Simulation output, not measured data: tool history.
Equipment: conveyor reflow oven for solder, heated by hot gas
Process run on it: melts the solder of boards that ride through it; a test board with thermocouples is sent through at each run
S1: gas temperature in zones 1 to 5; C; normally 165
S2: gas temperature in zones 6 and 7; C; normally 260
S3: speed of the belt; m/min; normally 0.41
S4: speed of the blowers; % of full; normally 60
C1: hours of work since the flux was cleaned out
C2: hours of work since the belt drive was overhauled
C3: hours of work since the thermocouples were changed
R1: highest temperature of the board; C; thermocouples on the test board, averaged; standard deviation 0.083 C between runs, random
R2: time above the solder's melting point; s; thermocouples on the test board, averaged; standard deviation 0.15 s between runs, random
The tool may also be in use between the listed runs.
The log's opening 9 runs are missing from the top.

run 10 hour=165.3 | S1=165 S2=273 S3=0.41 S4=60 | C1=136 C2=284 C3=533 | R1=256.57 R2=76.8
run 11 hour=186.8 | S1=165 S2=273 S3=0.41 S4=60 | C1=147 C2=295 C3=544 | R1=256.73 R2=77.1
run 12 hour=205.9 | S1=165 S2=273 S3=0.41 S4=55 | C1=157 C2=305 C3=554 | R1=254.92 R2=74.8
run 13 hour=215 | S1=167 S2=273 S3=0.41 S4=55 | C1=162 C2=310 C3=559 | R1=255.27 R2=76.2
-- hour=229 flux residue cleaned out of gas plates and filters
run 14 hour=236.6 | S1=165 S2=260 S3=0.41 S4=60 | C1=4 C2=319 C3=568 | R1=244.9 R2=65.4
run 15 hour=249.3 | S1=165 S2=260 S3=0.41 S4=60 | C1=11 C2=326 C3=574 | R1=244.83 R2=65.5
run 16 hour=260.4 | S1=165 S2=260 S3=0.41 S4=60 | C1=17 C2=331 C3=580 | R1=245 R2=65.3
run 17 hour=276.5 | S1=165 S2=260 S3=0.405 S4=88 | C1=25 C2=340 C3=589 | R1=251.72 R2=76.9
run 18 hour=287.9 | S1=165 S2=260 S3=0.41 S4=63 | C1=31 C2=346 C3=595 | R1=245.85 R2=66.8
run 19 hour=298.2 | S1=165 S2=260 S3=0.41 S4=63 | C1=36 C2=351 C3=600 | R1=245.77 R2=67.1
run 20 hour=308.4 | S1=167 S2=269 S3=0.41 S4=63 | C1=42 C2=357 C3=605 | R1=254.17 R2=76.1
run 21 hour=319.6 | S1=167 S2=269 S3=0.41 S4=63 | C1=48 C2=363 C3=611 | R1=254.21 R2=76.2
run 22 hour=334.2 | S1=172 S2=260 S3=0.468 S4=77 | C1=55 C2=370 C3=619 | R1=246.76 R2=62.1
run 23 hour=351.9 | S1=172 S2=268 S3=0.41 S4=67 | C1=65 C2=380 C3=628 | R1=255.16 R2=79.3
run 24 hour=360.9 | S1=172 S2=268 S3=0.41 S4=67 | C1=70 C2=384 C3=633 | R1=255.11 R2=79.4
run 25 hour=373.9 | S1=172 S2=268 S3=0.41 S4=67 | C1=76 C2=391 C3=640 | R1=255.13 R2=79.4
run 26 hour=386.4 | S1=159 S2=268 S3=0.391 S4=51 | C1=83 C2=398 C3=647 | R1=249.47 R2=70.5
run 27 hour=401.2 | S1=154 S2=270 S3=0.391 S4=51 | C1=91 C2=406 C3=654 | R1=250.38 R2=69.3
run 28 hour=420.8 | S1=179 S2=261 S3=0.431 S4=74 | C1=101 C2=416 C3=665 | R1=250.05 R2=75

Estimate the outcome of run 29 from the log above:
run 29 hour=431.1 | S1=152 S2=272 S3=0.444 S4=74 | C1=107 C2=421 C3=670 | R1=? R2=?

R1: 255.38 C
R2: 65.8 s
Take away the tool's hidden state, keep the run-to-run variation as it was, and the same run would have given R1 255.37 C, R2 65.7 s.

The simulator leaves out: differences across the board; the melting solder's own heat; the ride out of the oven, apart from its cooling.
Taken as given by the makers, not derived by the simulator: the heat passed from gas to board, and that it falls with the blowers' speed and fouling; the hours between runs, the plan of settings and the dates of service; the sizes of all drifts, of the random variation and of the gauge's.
